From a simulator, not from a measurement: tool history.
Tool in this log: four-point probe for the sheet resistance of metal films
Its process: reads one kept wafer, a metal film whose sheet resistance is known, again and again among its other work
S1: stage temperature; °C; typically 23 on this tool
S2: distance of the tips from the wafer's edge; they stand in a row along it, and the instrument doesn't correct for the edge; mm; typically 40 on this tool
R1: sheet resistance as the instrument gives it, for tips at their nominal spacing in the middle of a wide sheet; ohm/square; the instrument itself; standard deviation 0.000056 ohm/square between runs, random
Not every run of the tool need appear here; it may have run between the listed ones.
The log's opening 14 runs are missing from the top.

run,hour,S1,S2,R1
15,273.8,23,9,0.282198
16,296.7,23,9,0.282153
17,313.5,23,9,0.282170
18,337.5,23,74,0.281389
19,351.0,23,74,0.281195
20,376.8,24,4,0.284682
21,392.5,21,4,0.285720
22,416.1,21,4,0.285574
23,431.8,23,15,0.281440
24,451.6,20,8,0.283051
25,474.4,18,8,0.283890
26,499.4,18,8,0.283775
27,523.1,22,41,0.281435
28,546.5,20,15,0.282266
29,557.7,30,59,0.278713
30,571.0,30,59,0.278766
31,590.5,35,25,0.277274
32,612.4,35,25,0.277252
33,632.9,24,14,0.280831
34,648.4,27,63,0.279549

Predict each of these 5 candidate next runs independently; none follows another, all start after run 34:
A,661.1,24,29,?
B,661.1,29,8,?
C,661.1,23,24,?
D,661.1,32,29,?
E,661.1,20,7,?

run,R1
A,0.280490
B,0.279838
C,0.280945
D,0.277978
E,0.283105
With the hidden condition removed and each run's random variation left untouched, the same runs would have given:
run,R1
A,0.281528
B,0.280874
C,0.281985
D,0.279008
E,0.284151
